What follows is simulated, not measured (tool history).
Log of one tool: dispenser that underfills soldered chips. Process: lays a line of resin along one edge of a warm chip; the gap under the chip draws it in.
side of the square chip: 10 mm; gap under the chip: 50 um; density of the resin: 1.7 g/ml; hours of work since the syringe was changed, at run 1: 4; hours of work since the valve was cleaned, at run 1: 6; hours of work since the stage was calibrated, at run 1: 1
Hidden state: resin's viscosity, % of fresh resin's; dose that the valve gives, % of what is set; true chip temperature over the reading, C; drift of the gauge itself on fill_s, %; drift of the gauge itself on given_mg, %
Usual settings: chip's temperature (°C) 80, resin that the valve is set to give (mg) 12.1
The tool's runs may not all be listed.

run,hour,chip's temperature (°C),resin that the valve is set to give (mg),hours of work since the syringe was changed,hours of work since the valve was cleaned,hours of work since the stage was calibrated,time until the resin shows at the far edge (s),resin that the valve gave (mg)
1,0.0,80,12.1,4,6,1,40.3,12.09
2,3.3,80,12.1,6,9,4,45.4,12.09
3,6.7,71,12.1,8,11,6,77.0,12.06
# hour 9.3: new syringe of resin
4,11.3,71,12.1,1,14,9,51.1,12.01
5,17.6,71,12.1,6,18,13,64.4,11.98
# hour 24.6: new syringe of resin
6,24.8,71,12.1,0,23,18,47.9,11.99
7,30.7,71,13.3,4,26,22,60.0,13.11
8,34.6,71,13.3,7,29,24,69.8,13.07
9,37.5,71,12.5,9,31,26,78.7,12.29
# hour 39.9: new syringe of resin
10,42.4,80,12.1,2,34,29,35.6,11.88
11,47.4,80,12.1,5,37,33,42.2,11.84
12,53.4,80,12.1,9,41,37,52.2,11.83
# hour 55.3: new syringe of resin
13,57.8,80,12.1,2,44,39,35.3,11.77
14,62.0,93,14.2,4,47,42,23.7,13.80
15,66.7,94,11.2,8,50,45,28.6,10.86
# hour 70.7: new syringe of resin
16,70.7,94,11.2,0,53,48,18.6,10.86
# hour 75.7: dispensing valve cleaned and set on the balance
17,78.6,85,14.4,5,2,52,32.8,14.34
18,85.5,85,14.4,9,7,57,41.7,14.34
# hour 86.9: new syringe of resin
19,91.0,94,10.5,3,10,61,21.5,10.41
20,97.5,94,10.5,7,14,65,28.2,10.42
21,100.5,70,11.8,9,16,67,84.1,11.66
# hour 102.2: new syringe of resin
22,107.2,70,11.8,3,21,71,60.7,11.64
23,111.6,80,13.7,6,24,74,45.3,13.46
# hour 117.2: new syringe of resin
24,117.5,86,12.8,0,27,78,25.3,12.53
25,120.6,94,11.6,2,30,80,21.1,11.38
26,124.3,94,11.6,5,32,82,24.0,11.39

Measured less the same run without the tool's hidden state. The same run-to-run variation is in both; the gauge's scatter may not be:
run,time until the resin shows at the far edge (s),resin that the valve gave (mg)
1,+8.2,-0.01
2,+13.6,-0.03
3,+29.4,-0.04
4,+3.7,-0.07
5,+17.3,-0.11
6,+1.1,-0.14
7,+13.1,-0.20
8,+22.5,-0.21
9,+31.0,-0.22
10,+3.4,-0.24
11,+10.7,-0.27
12,+21.0,-0.30
13,+4.1,-0.32
14,+5.7,-0.41
15,+10.5,-0.34
16,+0.6,-0.36
17,+8.1,-0.03
18,+17.6,-0.07
19,+3.5,-0.07
20,+9.5,-0.11
21,+34.8,-0.13
22,+11.6,-0.17
23,+14.3,-0.22
24,+1.2,-0.24
25,+3.2,-0.23
26,+6.3,-0.25
